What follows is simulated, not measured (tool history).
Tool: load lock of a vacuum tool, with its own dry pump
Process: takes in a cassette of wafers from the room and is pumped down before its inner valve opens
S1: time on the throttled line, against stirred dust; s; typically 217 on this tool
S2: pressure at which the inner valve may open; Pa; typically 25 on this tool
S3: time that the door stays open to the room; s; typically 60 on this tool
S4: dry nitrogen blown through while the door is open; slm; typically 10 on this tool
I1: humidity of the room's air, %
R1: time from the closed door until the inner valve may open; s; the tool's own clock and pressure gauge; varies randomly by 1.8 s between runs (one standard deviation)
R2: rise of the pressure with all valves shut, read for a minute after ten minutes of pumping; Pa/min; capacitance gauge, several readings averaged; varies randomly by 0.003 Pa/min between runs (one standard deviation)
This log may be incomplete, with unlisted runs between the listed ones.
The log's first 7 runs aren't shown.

run    hour   S1  S2   S3  S4    I1     R1     R2
  8   557.3  217  25   60  10  48.8    290  0.062
  9   628.6  217  25   60  14  40.5  290.9  0.044
 10   703.8  217  25   60  14  45.2  291.1  0.048
 11   812.6  217  25   60  14  46.2  292.1  0.053
 12   868.9  217  25   60  10  43.4  290.8  0.051
 13     980  217  25   60  10  44.2  291.2  0.061
 14  1078.5  217  25   60  10  44.7  291.7  0.056
 15  1185.9  217  25   60  10  44.5    292  0.056
 16    1288  217  25   60  10  42.3  289.1  0.051
 17  1339.6  217  45  129  34  42.5  284.5  0.042
 18    1461  407  21   70   8  44.6  466.5  0.065
 19  1567.2  362  20   60  10  44.8  421.5  0.059
 20  1628.1  217  25   60  32  47.7  294.5  0.045
 21  1735.8  217  25   60  32  46.4  288.9  0.045
 22  1818.8  217  25   60  32  45.4  290.2  0.043
 23  1940.9  287  28   57  13  44.1    353  0.052
 24  2063.3  221  25  131  38  42.8  300.3  0.046
 25    2187  217  25   60   5  46.9  295.9  0.071
 26  2261.8  217  25   60   5  44.5  292.1  0.071
 27  2376.3  217  25  114   7  43.6  295.9   0.08
 28  2483.9  217  35   40  10  46.5  290.5  0.057
 29  2536.2  217  35   40  10  42.8  288.3  0.056
 30  2642.8  217  35   40  10  45.5  289.2  0.061
 31  2706.3  114  25   42  10  45.1  202.4  0.056

Branching from run 31: 3 alternative next runs. What would each branch give?
  A  2803  220  25  185  42  43.9   ?   ?
  B  2803  217  25   60   8  45.8   ?   ?
  C  2803  172  25   78  10    47   ?   ?

run     R1     R2
  A  297.6  0.055
  B  291.8  0.073
  C  253.1  0.069
Take away the tool's hidden state, keep each run's random variation, and the runs would have read:
run     R1     R2
  A    291  0.036
  B  285.2  0.053
  C  246.1   0.05
